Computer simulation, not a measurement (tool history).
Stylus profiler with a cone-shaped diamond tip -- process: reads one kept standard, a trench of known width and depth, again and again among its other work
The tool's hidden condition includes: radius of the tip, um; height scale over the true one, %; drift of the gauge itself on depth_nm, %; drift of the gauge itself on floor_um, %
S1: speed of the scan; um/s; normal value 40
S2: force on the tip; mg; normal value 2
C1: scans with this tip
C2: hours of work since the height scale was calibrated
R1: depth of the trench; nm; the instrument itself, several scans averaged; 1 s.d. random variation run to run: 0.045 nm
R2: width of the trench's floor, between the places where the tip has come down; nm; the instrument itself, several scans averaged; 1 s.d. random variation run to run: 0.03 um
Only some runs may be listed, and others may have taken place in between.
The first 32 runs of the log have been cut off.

run,hour,S1,S2,C1,C2,R1,R2
33,3170.9,11,2.93,4365,777,101.13,18520
34,3301.5,11,2.93,4771,849,101.12,18570
35,3427.3,44,1.83,5162,918,100.81,18460
36,3544.5,44,1.83,5526,983,100.84,18520
37,3626.1,118,1.54,5780,1028,100.76,18230
38,3690.6,118,1.54,5980,1064,100.73,18230
39,3779.9,148,4.09,6258,1113,101.4,18300
40,3879.3,156,1.72,6567,1168,100.79,18170

Predict each of these 4 candidate next runs independently; none follows another, all start after run 40:
A,3999.7,125,1.22,6941,1235,?,?
B,3999.7,14,0.98,6941,1235,?,?
C,3999.7,156,4.38,6941,1235,?,?
D,3999.7,156,4.35,6941,1235,?,?

run,R1,R2
A,100.68,18170
B,100.58,18520
C,101.52,18280
D,101.5,18350
Take away the tool's hidden state, keep each run's random variation, and the runs would have read:
run,R1,R2
A,100.67,18180
B,100.57,18530
C,101.51,18290
D,101.49,18360
